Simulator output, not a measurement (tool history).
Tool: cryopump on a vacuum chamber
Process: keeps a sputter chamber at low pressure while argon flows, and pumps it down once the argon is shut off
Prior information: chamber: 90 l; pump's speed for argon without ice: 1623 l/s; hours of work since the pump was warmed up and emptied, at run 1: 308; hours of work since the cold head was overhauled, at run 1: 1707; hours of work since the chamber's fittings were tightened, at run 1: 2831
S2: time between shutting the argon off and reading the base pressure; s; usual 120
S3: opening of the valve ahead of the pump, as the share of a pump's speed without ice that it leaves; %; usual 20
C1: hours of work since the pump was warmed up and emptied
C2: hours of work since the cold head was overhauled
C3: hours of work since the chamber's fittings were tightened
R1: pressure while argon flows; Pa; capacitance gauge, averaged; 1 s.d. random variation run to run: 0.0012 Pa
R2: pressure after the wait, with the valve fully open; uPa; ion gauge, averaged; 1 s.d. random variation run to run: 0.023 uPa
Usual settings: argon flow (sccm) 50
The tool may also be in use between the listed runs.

run 1 hour=0.0 | argon_flow_(sccm)=50 S2=120 S3=20 | C1=308 C2=1707 C3=2831 | R1=0.2685 R2=1.04
run 2 hour=45.2 | argon_flow_(sccm)=50 S2=120 S3=20 | C1=346 C2=1745 C3=2868 | R1=0.2720 R2=1.10
run 3 hour=110.4 | argon_flow_(sccm)=50 S2=268 S3=20 | C1=400 C2=1799 C3=2923 | R1=0.2720 R2=0.81
-- hour=120.0 pump warmed up, emptied and cooled again
run 4 hour=160.3 | argon_flow_(sccm)=50 S2=45 S3=20 | C1=33 C2=1837 C3=2960 | R1=0.2615 R2=1.91
run 5 hour=193.5 | argon_flow_(sccm)=50 S2=45 S3=20 | C1=61 C2=1864 C3=2988 | R1=0.2627 R2=1.97
run 6 hour=234.2 | argon_flow_(sccm)=50 S2=45 S3=20 | C1=95 C2=1898 C3=3021 | R1=0.2655 R2=1.93
run 7 hour=271.5 | argon_flow_(sccm)=50 S2=120 S3=30 | C1=126 C2=1929 C3=3052 | R1=0.1800 R2=1.06
run 8 hour=315.8 | argon_flow_(sccm)=92 S2=120 S3=20 | C1=163 C2=1966 C3=3089 | R1=0.4859 R2=1.04
run 9 hour=349.7 | argon_flow_(sccm)=50 S2=21 S3=20 | C1=191 C2=1994 C3=3118 | R1=0.2669 R2=3.65
run 10 hour=386.6 | argon_flow_(sccm)=50 S2=21 S3=20 | C1=222 C2=2025 C3=3148 | R1=0.2683 R2=3.55
run 11 hour=429.3 | argon_flow_(sccm)=50 S2=21 S3=20 | C1=257 C2=2060 C3=3184 | R1=0.2663 R2=3.62
run 12 hour=463.2 | argon_flow_(sccm)=50 S2=21 S3=20 | C1=285 C2=2089 C3=3212 | R1=0.2706 R2=3.68
run 13 hour=523.5 | argon_flow_(sccm)=50 S2=21 S3=20 | C1=336 C2=2139 C3=3262 | R1=0.2734 R2=3.64
run 14 hour=570.7 | argon_flow_(sccm)=41 S2=120 S3=20 | C1=375 C2=2178 C3=3301 | R1=0.2253 R2=1.18
-- hour=614.4 pump warmed up, emptied and cooled again
run 15 hour=617.5 | argon_flow_(sccm)=41 S2=120 S3=20 | C1=3 C2=2213 C3=3336 | R1=0.2144 R2=1.08
run 16 hour=668.1 | argon_flow_(sccm)=41 S2=120 S3=20 | C1=45 C2=2255 C3=3378 | R1=0.2164 R2=1.06
run 17 hour=724.9 | argon_flow_(sccm)=41 S2=120 S3=20 | C1=92 C2=2302 C3=3426 | R1=0.2161 R2=1.05
run 18 hour=796.7 | argon_flow_(sccm)=28 S2=165 S3=18 | C1=152 C2=2362 C3=3485 | R1=0.1635 R2=0.97
-- hour=816.8 leaking fittings of the chamber tightened, without venting
run 19 hour=847.0 | argon_flow_(sccm)=47 S2=105 S3=18 | C1=192 C2=2402 C3=25 | R1=0.2805 R2=0.80
run 20 hour=912.6 | argon_flow_(sccm)=30 S2=65 S3=18 | C1=246 C2=2457 C3=80 | R1=0.1796 R2=1.27
run 21 hour=965.6 | argon_flow_(sccm)=30 S2=65 S3=18 | C1=291 C2=2501 C3=124 | R1=0.1800 R2=1.26
run 22 hour=1000.7 | argon_flow_(sccm)=30 S2=65 S3=18 | C1=320 C2=2530 C3=153 | R1=0.1810 R2=1.25
run 23 hour=1076.5 | argon_flow_(sccm)=30 S2=65 S3=18 | C1=383 C2=2593 C3=216 | R1=0.1810 R2=1.27
-- hour=1110.7 pump warmed up, emptied and cooled again
run 24 hour=1153.9 | argon_flow_(sccm)=43 S2=55 S3=49 | C1=36 C2=2653 C3=276 | R1=0.0932 R2=1.37
run 25 hour=1194.5 | argon_flow_(sccm)=37 S2=120 S3=25 | C1=70 C2=2687 C3=310 | R1=0.1562 R2=0.76
run 26 hour=1269.4 | argon_flow_(sccm)=37 S2=120 S3=25 | C1=132 C2=2749 C3=372 | R1=0.1571 R2=0.79
run 27 hour=1322.2 | argon_flow_(sccm)=90 S2=104 S3=20 | C1=176 C2=2793 C3=416 | R1=0.4797 R2=0.87
run 28 hour=1400.4 | argon_flow_(sccm)=50 S2=37 S3=49 | C1=241 C2=2858 C3=481 | R1=0.1149 R2=2.06
run 29 hour=1476.1 | argon_flow_(sccm)=50 S2=37 S3=49 | C1=304 C2=2921 C3=544 | R1=0.1159 R2=2.03
run 30 hour=1530.4 | argon_flow_(sccm)=95 S2=120 S3=26 | C1=349 C2=2966 C3=590 | R1=0.4023 R2=0.82
-- hour=1602.1 pump warmed up, emptied and cooled again
run 31 hour=1607.7 | argon_flow_(sccm)=96 S2=50 S3=20 | C1=5 C2=3027 C3=650 | R1=0.5056 R2=1.53
run 32 hour=1654.5 | argon_flow_(sccm)=96 S2=50 S3=20 | C1=44 C2=3066 C3=689 | R1=0.5056 R2=1.57
run 33 hour=1699.2 | argon_flow_(sccm)=77 S2=179 S3=20 | C1=81 C2=3103 C3=726 | R1=0.4078 R2=0.64

5 options for the next run, each taken on its own from the tool as it stands now. Forecast them:
run A hour=1762.8 | argon_flow_(sccm)=77 S2=48 S3=21 | C1=134 C2=3156 C3=779 | R1=? R2=?
run B hour=1762.8 | argon_flow_(sccm)=50 S2=225 S3=24 | C1=134 C2=3156 C3=779 | R1=? R2=?
run C hour=1762.8 | argon_flow_(sccm)=61 S2=120 S3=20 | C1=134 C2=3156 C3=779 | R1=? R2=?
run D hour=1762.8 | argon_flow_(sccm)=96 S2=132 S3=20 | C1=134 C2=3156 C3=779 | R1=? R2=?
run E hour=1762.8 | argon_flow_(sccm)=30 S2=93 S3=28 | C1=134 C2=3156 C3=779 | R1=? R2=?

run=A R1=0.3905 R2=1.66
run=B R1=0.2212 R2=0.59
run=C R1=0.3218 R2=0.83
run=D R1=0.5079 R2=0.77
run=E R1=0.1147 R2=1.01
Take away the tool's hidden state, keep each run's random variation, and the runs would have read:
run=A R1=0.3830 R2=1.56
run=B R1=0.2164 R2=0.49
run=C R1=0.3159 R2=0.72
run=D R1=0.4987 R2=0.67
run=E R1=0.1118 R2=0.91
